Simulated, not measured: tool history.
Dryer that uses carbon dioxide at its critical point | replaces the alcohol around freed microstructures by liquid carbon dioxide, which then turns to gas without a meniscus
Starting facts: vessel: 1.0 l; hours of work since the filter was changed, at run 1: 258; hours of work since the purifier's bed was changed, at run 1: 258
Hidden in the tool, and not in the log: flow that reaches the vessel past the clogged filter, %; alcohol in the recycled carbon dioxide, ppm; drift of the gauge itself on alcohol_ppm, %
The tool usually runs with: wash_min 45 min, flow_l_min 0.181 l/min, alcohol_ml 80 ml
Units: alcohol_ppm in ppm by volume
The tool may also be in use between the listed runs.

run	hour	wash_min	flow_l_min	alcohol_ml	hours of work since the filter was changed	hours of work since the purifier's bed was changed	alcohol_ppm
1	0.0	45	0.181	80	258	258	398
2	36.2	45	0.181	20	279	279	165
# hour 77.9: inlet filter changed
3	78.0	45	0.181	80	0	302	245
4	128.5	45	0.181	80	29	331	243
5	156.0	45	0.172	80	44	346	332
6	222.7	45	0.170	80	82	384	372
7	257.3	45	0.170	80	102	404	408
8	288.8	45	0.181	80	120	422	330
9	349.1	45	0.181	80	154	456	348
10	402.6	45	0.181	70	185	486	353
11	469.2	45	0.181	70	223	524	396
12	501.9	45	0.270	70	241	543	162
13	556.9	45	0.181	80	272	574	495
14	588.7	45	0.181	73	290	592	490
# hour 609.6: inlet filter changed
15	643.9	45	0.181	73	20	623	293
16	690.6	45	0.181	80	46	650	331
17	746.8	45	0.181	80	78	682	359
18	786.0	45	0.181	80	100	704	378
19	842.7	45	0.181	80	133	736	400
20	893.5	45	0.181	80	161	765	431
21	938.4	52	0.181	80	187	791	302
22	977.5	52	0.181	80	209	813	323
23	1024.9	45	0.181	34	236	840	342
24	1091.2	40	0.181	80	274	878	841
# hour 1141.9: inlet filter changed
25	1156.4	40	0.181	80	8	914	510
# hour 1165.7: purifier's bed changed
26	1187.2	40	0.181	80	24	12	323
27	1249.8	36	0.181	24	60	48	198
28	1304.7	36	0.181	24	91	79	221
29	1355.7	36	0.181	24	120	108	235
30	1417.7	36	0.181	24	155	143	268
31	1461.2	36	0.151	44	180	168	1006
32	1529.3	45	0.202	73	219	207	193
33	1570.8	49	0.202	73	242	230	153
34	1631.3	34	0.264	24	277	265	129
# hour 1677.3: inlet filter changed
35	1690.1	34	0.264	24	7	298	118
36	1722.7	34	0.163	42	26	316	709
37	1766.6	34	0.163	42	51	341	727
38	1825.6	34	0.163	42	84	375	792
39	1872.3	34	0.163	42	111	401	810
40	1916.1	45	0.181	35	136	426	205
41	1949.6	63	0.136	112	155	445	358
42	2012.2	45	0.181	73	190	481	373
43	2053.8	45	0.181	73	214	505	400
44	2106.7	45	0.181	72	244	535	423
45	2158.3	45	0.181	72	274	564	458
# hour 2211.0: inlet filter changed
46	2226.1	45	0.181	59	9	602	262

3 options for the next run, each taken on its own from the tool as it stands now. Forecast them:
A	2291.6	49	0.181	38	46	639	?
B	2291.6	45	0.160	59	46	639	?
C	2291.6	61	0.181	59	46	639	?

run	alcohol_ppm
A	221
B	413
C	180
Stripped of hidden state, with their random variation kept, the same runs would have yielded:
run	alcohol_ppm
A	53
B	227
C	17

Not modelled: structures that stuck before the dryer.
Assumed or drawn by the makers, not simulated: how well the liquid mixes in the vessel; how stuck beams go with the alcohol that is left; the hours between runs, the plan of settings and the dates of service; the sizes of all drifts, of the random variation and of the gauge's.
